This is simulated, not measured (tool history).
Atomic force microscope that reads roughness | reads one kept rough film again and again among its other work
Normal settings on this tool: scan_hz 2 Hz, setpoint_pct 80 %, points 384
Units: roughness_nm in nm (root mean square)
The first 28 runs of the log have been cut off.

run	hour	scan_hz	setpoint_pct	points	pictures with this tip	hours of work since the height scale was calibrated	roughness_nm
29	391	0.96	57	384	195	389	2.691
30	400.4	0.96	57	384	218	396	2.65
31	415.7	2	68	521	255	408	2.431
32	434.6	2	68	521	302	423	2.345
33	443.3	2.52	75	356	324	430	2.161
# hour 450.8: new tip fitted
34	452.2	2.52	80	296	3	437	2.834
35	465.6	2.54	70	297	36	447	2.914
36	481.2	0.81	80	598	75	460	2.999
37	492.7	3.45	60	387	103	469	2.832
38	504.7	0.53	63	384	133	478	2.9
39	515.7	0.53	63	384	160	487	2.838
40	535.2	0.98	63	934	208	502	2.714
41	555.7	0.76	63	372	258	518	2.591
42	571.4	0.76	63	372	297	531	2.487
43	587.2	2.71	55	384	336	543	2.359
# hour 588.9: new tip fitted
44	608.2	2.71	55	384	47	559	3.138
45	620.5	2.93	87	384	78	569	2.436
46	630.2	0.73	82	384	102	576	2.928
47	646.7	0.73	82	384	142	589	2.803
48	665.6	3.62	75	470	189	604	2.39
49	675.9	2.24	75	470	214	612	2.462
50	684.1	2	69	384	235	619	2.489
51	699.9	0.88	75	386	273	631	2.506
52	713.5	1.27	60	430	307	642	2.461

Predict each of these 3 candidate next runs independently; none follows another, all start after run 52:
A	725.9	0.52	60	370	337	652	?
B	725.9	1.27	65	430	337	652	?
C	725.9	1.27	60	501	337	652	?

run	roughness_nm
A	2.443
B	2.365
C	2.404
With no hidden state in the tool, these same runs would have given:
run	roughness_nm
A	3.4
B	3.296
C	3.347
